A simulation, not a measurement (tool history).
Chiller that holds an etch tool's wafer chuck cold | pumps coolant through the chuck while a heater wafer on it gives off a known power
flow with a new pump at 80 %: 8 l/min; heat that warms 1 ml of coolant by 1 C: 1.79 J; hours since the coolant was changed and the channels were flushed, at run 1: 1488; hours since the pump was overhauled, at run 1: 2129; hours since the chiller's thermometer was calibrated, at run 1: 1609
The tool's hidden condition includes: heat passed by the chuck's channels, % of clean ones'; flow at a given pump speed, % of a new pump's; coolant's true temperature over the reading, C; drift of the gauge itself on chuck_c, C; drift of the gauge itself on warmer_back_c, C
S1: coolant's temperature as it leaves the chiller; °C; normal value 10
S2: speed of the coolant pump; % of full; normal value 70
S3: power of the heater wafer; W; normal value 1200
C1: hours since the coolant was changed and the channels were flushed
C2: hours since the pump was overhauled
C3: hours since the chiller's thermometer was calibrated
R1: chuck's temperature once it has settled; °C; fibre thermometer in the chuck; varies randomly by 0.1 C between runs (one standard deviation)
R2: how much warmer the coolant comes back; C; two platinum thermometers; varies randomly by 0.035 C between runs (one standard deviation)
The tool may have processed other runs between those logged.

run    hour  S1  S2    S3    C1    C2    C3    R1     R2
  1     0.0  10  70  1200  1488  2129  1609  19.9   6.10
  2    27.8  10  70   659  1516  2157  1636  15.3   3.32
  3    63.2  10  70   659  1551  2192  1672  15.4   3.32
  4   107.3  10  70   659  1595  2236  1716  15.3   3.35
  5   132.4  10  70   659  1620  2261  1741  15.3   3.33
  6   186.9  10  70  1073  1675  2316  1795  18.8   5.37
  7   217.2  10  70  1073  1705  2346  1826  18.9   5.33
  8   254.8  10  63  1200  1743  2384  1863  20.8   6.80
  9   288.1  10  77  1200  1776  2417  1897  19.1   5.45
 10   330.8   1  70  1200  1819  2460  1939  10.7   6.09
 11   365.1   1  70  1200  1853  2494  1974  11.1   6.08
 12   420.0  10  70  1596  1908  2549  2029  23.3   8.06
 13   444.2  10  70  1178  1932  2573  2053  19.8   5.95
 14   484.7  10  70  1178  1972  2614  2093  19.8   5.96
 15   510.5  10  70  1178  1998  2640  2119  19.7   6.04
 16   542.0  10  70  1200  2030  2671  2151  20.1   6.07
 17   590.4  10  61  1730  2078  2719  2199  26.4  10.23
 18   626.6  10  61  1094  2114  2756  2235  20.3   6.50
 19   650.6  10  61  1094  2138  2780  2259  20.4   6.44
 20   699.2  10  61  1664  2187  2828  2308  25.8   9.80
      706.6  -- coolant pump overhauled
 21   731.5  10  61  1664  2214    25  2335  26.0  10.02
 22   760.1  14  96  1200  2243    53  2364  21.7   4.46
 23   798.3  14  96  1200  2281    92  2402  21.8   4.38
 24   830.1   3  96   649  2313   123  2434   7.0   2.35
 25   863.5   3  96   649  2346   157  2467   7.1   2.37
 26   896.4   3  96  1129  2379   190  2500  10.4   4.17
 27   943.7  10  70   671  2426   237  2547  15.4   3.48
 28   996.1   9  73   671  2479   289  2600  14.3   3.33
     1003.8  -- coolant pump overhauled, once more
 29  1045.9   9  73   671  2524    42  2644  14.0   3.11
 30  1077.4   9  73   671  2555    74  2676  13.9   3.10
 31  1122.7   3  78  1680  2600   119  2721  15.4   7.13

Each run again, without the hidden state but with its own random variation kept:
run    R1    R2
  1  19.5  5.90
  2  15.2  3.21
  3  15.3  3.21
  4  15.2  3.23
  5  15.2  3.22
  6  18.5  5.18
  7  18.5  5.14
  8  20.4  6.55
  9  18.7  5.25
 10  10.3  5.87
 11  10.7  5.85
 12  22.7  7.75
 13  19.5  5.71
 14  19.4  5.72
 15  19.3  5.80
 16  19.7  5.83
 17  25.6  9.82
 18  19.9  6.23
 19  20.0  6.17
 20  25.0  9.38
 21  25.0  9.39
 22  21.3  4.18
 23  21.4  4.10
 24   6.9  2.20
 25   7.0  2.22
 26  10.0  3.90
 27  15.2  3.26
 28  14.1  3.11
 29  14.1  3.15
 30  14.0  3.13
 31  15.3  7.20
